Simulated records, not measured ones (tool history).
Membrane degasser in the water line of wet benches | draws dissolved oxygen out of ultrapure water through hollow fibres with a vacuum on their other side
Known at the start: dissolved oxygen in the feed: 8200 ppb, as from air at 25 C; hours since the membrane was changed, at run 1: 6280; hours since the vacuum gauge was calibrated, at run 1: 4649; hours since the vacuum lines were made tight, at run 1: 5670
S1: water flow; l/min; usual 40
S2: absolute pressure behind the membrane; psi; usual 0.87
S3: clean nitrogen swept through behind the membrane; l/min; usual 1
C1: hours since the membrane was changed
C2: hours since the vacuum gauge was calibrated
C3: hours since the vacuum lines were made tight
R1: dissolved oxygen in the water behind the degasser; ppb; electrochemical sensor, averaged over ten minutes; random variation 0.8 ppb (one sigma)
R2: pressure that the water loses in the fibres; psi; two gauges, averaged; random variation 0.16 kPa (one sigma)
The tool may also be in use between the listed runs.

run 1 hour=0 | S1=40 S2=0.87 S3=1 | C1=6280 C2=4649 C3=5670 | R1=243.5 R2=7.704
run 2 hour=77.2 | S1=40 S2=0.87 S3=1 | C1=6357 C2=4726 C3=5747 | R1=244.5 R2=7.678
run 3 hour=165 | S1=40 S2=0.87 S3=1 | C1=6445 C2=4814 C3=5835 | R1=244.1 R2=7.683
run 4 hour=296.1 | S1=40 S2=0.87 S3=1 | C1=6576 C2=4945 C3=5966 | R1=244.2 R2=7.686
run 5 hour=456 | S1=40 S2=0.87 S3=1 | C1=6736 C2=5105 C3=6126 | R1=245.8 R2=7.688
run 6 hour=544.5 | S1=40 S2=0.87 S3=1 | C1=6825 C2=5193 C3=6215 | R1=245.6 R2=7.697
run 7 hour=668.4 | S1=54 S2=0.87 S3=1 | C1=6949 C2=5317 C3=6339 | R1=315.7 R2=10.463
run 8 hour=788.9 | S1=54 S2=0.87 S3=1 | C1=7069 C2=5438 C3=6459 | R1=313.6 R2=10.386
run 9 hour=942.7 | S1=54 S2=0.87 S3=1 | C1=7223 C2=5591 C3=6613 | R1=314.9 R2=10.402
run 10 hour=1067.4 | S1=54 S2=0.87 S3=1 | C1=7348 C2=5716 C3=6738 | R1=315.1 R2=10.459
run 11 hour=1243.6 | S1=54 S2=0.87 S3=1 | C1=7524 C2=5892 C3=6914 | R1=314.5 R2=10.404
run 12 hour=1359.4 | S1=54 S2=0.87 S3=1 | C1=7640 C2=6008 C3=7030 | R1=316.5 R2=10.486
run 13 hour=1464 | S1=54 S2=0.87 S3=1 | C1=7744 C2=6113 C3=7134 | R1=317.2 R2=10.433
-- hour=1518 vacuum gauge calibrated
run 14 hour=1631.8 | S1=52 S2=1.829 S3=1.24 | C1=7912 C2=114 C3=7301 | R1=745.1 R2=10.086
run 15 hour=1772.8 | S1=40 S2=0.87 S3=0.98 | C1=8052 C2=255 C3=7442 | R1=231.5 R2=7.732
run 16 hour=1886.8 | S1=40 S2=0.975 S3=1.1 | C1=8167 C2=369 C3=7557 | R1=266.1 R2=7.735
run 17 hour=1965.1 | S1=31 S2=0.728 S3=1 | C1=8245 C2=447 C3=7635 | R1=123.3 R2=6.009
run 18 hour=2091.4 | S1=52 S2=2.118 S3=0.5 | C1=8371 C2=573 C3=7761 | R1=1577.5 R2=10.054
run 19 hour=2261.9 | S1=56 S2=0.782 S3=1 | C1=8542 C2=744 C3=7932 | R1=244.2 R2=10.863
run 20 hour=2382 | S1=56 S2=0.782 S3=1 | C1=8662 C2=864 C3=8052 | R1=245.4 R2=10.85
run 21 hour=2559.8 | S1=57 S2=0.983 S3=0.87 | C1=8840 C2=1042 C3=8229 | R1=424.4 R2=11.119
run 22 hour=2731.5 | S1=62 S2=1.951 S3=0.91 | C1=9011 C2=1214 C3=8401 | R1=1126.9 R2=12.057
run 23 hour=2881.3 | S1=24 S2=1.978 S3=2 | C1=9161 C2=1363 C3=8551 | R1=293.5 R2=4.682
run 24 hour=2967.4 | S1=24 S2=1.978 S3=2 | C1=9247 C2=1449 C3=8637 | R1=292.1 R2=4.64

4 ways to go on from here, each from the tool as it stands after run 24. What would each give?
run A hour=3074.2 | S1=51 S2=0.87 S3=0.95 | C1=9354 C2=1556 C3=8744 | R1=? R2=?
run B hour=3074.2 | S1=41 S2=0.87 S3=0.99 | C1=9354 C2=1556 C3=8744 | R1=? R2=?
run C hour=3074.2 | S1=24 S2=1.662 S3=1 | C1=9354 C2=1556 C3=8744 | R1=? R2=?
run D hour=3074.2 | S1=24 S2=0.925 S3=0.42 | C1=9354 C2=1556 C3=8744 | R1=? R2=?

run=A R1=295.6 R2=9.964
run=B R1=239.8 R2=8
run=C R1=422.2 R2=4.698
run=D R1=328.5 R2=4.693
Without the tool's hidden state the same runs would have given:
run=A R1=291 R2=9.594
run=B R1=236 R2=7.703
run=C R1=416.4 R2=4.525
run=D R1=328.3 R2=4.521
